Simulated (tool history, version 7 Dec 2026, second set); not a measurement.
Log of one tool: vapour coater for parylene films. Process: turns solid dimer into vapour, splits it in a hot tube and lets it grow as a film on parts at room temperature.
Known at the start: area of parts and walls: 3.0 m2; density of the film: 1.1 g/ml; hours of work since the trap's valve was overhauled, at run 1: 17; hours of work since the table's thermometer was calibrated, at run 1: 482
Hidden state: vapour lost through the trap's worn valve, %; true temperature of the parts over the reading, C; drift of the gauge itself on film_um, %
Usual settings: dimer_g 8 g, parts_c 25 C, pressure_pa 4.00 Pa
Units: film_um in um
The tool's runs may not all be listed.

run,day,dimer_g,parts_c,pressure_pa,hours of work since the trap's valve was overhauled,hours of work since the table's thermometer was calibrated,film_um
1,0.000,8,25,4.00,17,482,1.958
2,0.721,8,25,8.58,31,496,1.758
3,1.300,8,25,5.66,41,507,1.859
4,2.071,8,25,7.26,56,522,1.798
5,2.617,8,25,7.26,66,532,1.801
6,3.288,8,25,7.26,79,545,1.785
7,3.642,8,30,4.00,86,551,1.695
8,4.158,8,30,4.00,96,561,1.704
9,4.504,8,30,4.00,102,568,1.707
10,5.104,8,25,4.00,114,579,1.934
11,5.912,8,25,4.00,129,594,1.925
12,6.700,5,25,4.00,144,609,1.200
13,7.292,8,25,4.00,155,621,1.918
14,8.008,8,25,4.00,169,634,1.917
15,8.358,8,25,4.00,175,641,1.913
16,9.038,8,25,4.00,188,654,1.906
# day 9.792: gauge calibrated
17,9.792,8,25,4.00,202,668,1.951
18,10.254,8,25,4.00,211,677,1.951
19,10.617,8,25,4.00,218,684,1.946
20,11.154,8,25,4.00,228,694,1.940
21,11.688,8,25,4.00,238,704,1.938
22,12.267,8,25,4.00,249,715,1.941
23,12.633,8,25,4.00,256,722,1.935
24,13.362,8,25,4.00,270,736,1.934
25,14.154,8,25,4.00,285,750,1.928
# day 14.621: trap's valve overhauled
26,15.129,8,25,4.00,10,766,1.935
27,15.608,8,25,4.00,19,775,1.927
28,16.300,9,36,2.80,32,788,1.717
29,16.817,9,36,2.80,42,798,1.707
30,17.638,8,27,4.00,57,813,1.827
# day 18.038: gauge calibrated
31,18.196,3,30,3.25,68,824,0.665
32,18.812,3,21,3.25,79,836,0.833
33,19.404,4,18,2.61,91,847,1.177
34,19.771,5,18,2.61,98,854,1.480
35,20.400,11,25,4.00,110,866,2.658
36,20.796,5,31,5.06,117,873,1.008
37,21.358,5,31,5.06,128,884,1.011
38,22.212,13,31,4.62,144,900,2.647
39,22.796,4,25,5.83,155,911,0.916
40,23.521,3,32,4.76,169,925,0.594
41,24.304,3,32,4.76,184,940,0.589
42,25.008,9,20,4.16,197,953,2.445
43,25.750,8,25,3.75,211,967,1.931
44,26.183,13,25,2.58,219,975,3.282
45,26.562,11,33,6.63,226,983,2.016
46,27.146,11,33,6.63,237,994,2.008
47,27.542,11,33,6.63,245,1001,2.002

Hidden state or all else? Some run-to-run changes of film_um, split into what the settings, what came in and random variation would give without the hidden state, and what is left for the hidden state (with any gauge scatter that isn't in both results):
Run 16 -> 17: gauge calibrated. film_um +0.045 um: hidden state +0.037, all else +0.008.
Run 30 -> 31: dimer_g 8 -> 3, parts_c 27 -> 30, pressure_pa 4.00 -> 3.25, gauge calibrated. film_um -1.162 um: hidden state +0.028, all else -1.190.
Run 35 -> 36: dimer_g 11 -> 5, parts_c 25 -> 31, pressure_pa 4.00 -> 5.06. film_um -1.650 um: hidden state +0.009, all else -1.659.
Run 38 -> 39: dimer_g 13 -> 4, parts_c 31 -> 25, pressure_pa 4.62 -> 5.83. film_um -1.731 um: hidden state +0.016, all else -1.747.
Run 41 -> 42: dimer_g 3 -> 9, parts_c 32 -> 20, pressure_pa 4.76 -> 4.16. film_um +1.856 um: hidden state -0.031, all else +1.887.

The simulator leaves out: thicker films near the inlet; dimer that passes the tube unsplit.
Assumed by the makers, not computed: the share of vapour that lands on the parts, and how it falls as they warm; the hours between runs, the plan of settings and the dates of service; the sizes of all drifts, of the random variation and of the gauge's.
